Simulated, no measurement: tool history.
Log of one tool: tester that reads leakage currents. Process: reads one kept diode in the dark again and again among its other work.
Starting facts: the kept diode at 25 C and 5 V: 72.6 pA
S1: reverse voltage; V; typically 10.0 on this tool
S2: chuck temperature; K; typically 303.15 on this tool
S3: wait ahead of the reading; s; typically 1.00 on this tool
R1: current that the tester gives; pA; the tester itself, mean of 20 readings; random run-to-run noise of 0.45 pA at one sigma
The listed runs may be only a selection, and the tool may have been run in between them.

run,day,S1,S2,S3,R1
1,0.000,10.0,303.15,1.00,149.88
2,1.217,10.0,303.15,1.00,149.68
3,1.858,10.0,303.15,1.00,148.46
4,2.542,10.0,303.15,1.00,149.63
5,3.125,10.0,303.15,1.00,149.75
6,3.867,10.0,303.15,1.00,149.69
7,4.762,10.0,303.15,1.00,149.85
8,5.900,10.0,303.15,1.00,149.25
9,6.842,10.0,303.15,1.00,149.98
10,8.133,10.0,303.15,1.00,148.52
11,9.275,10.0,303.15,8.32,146.99
12,10.442,10.3,306.15,1.43,190.97
13,11.783,3.7,303.15,5.84,95.68
14,12.362,4.0,311.15,1.00,183.81
15,13.775,5.1,315.15,8.56,273.07
16,14.504,10.0,323.15,2.20,653.09
17,15.871,10.0,323.15,2.20,650.86
18,17.083,10.0,304.15,1.00,161.62
19,18.338,10.0,304.15,1.00,161.46

5 ways to go on from here, each from the tool as it stands after run 19. What would each give?
A,19.121,1.8,332.15,1.91,?
B,19.121,6.5,296.15,0.98,?
C,19.121,10.0,319.15,1.00,?
D,19.121,19.6,325.15,1.29,?
E,19.121,10.0,295.15,0.49,?

run,R1
A,567.78
B,70.42
C,491.89
D,1008.74
E,82.03
The same runs, with their run-to-run variation unchanged, on a tool lacking any hidden condition would have given:
run,R1
A,568.25
B,70.46
C,492.28
D,1009.52
E,82.06
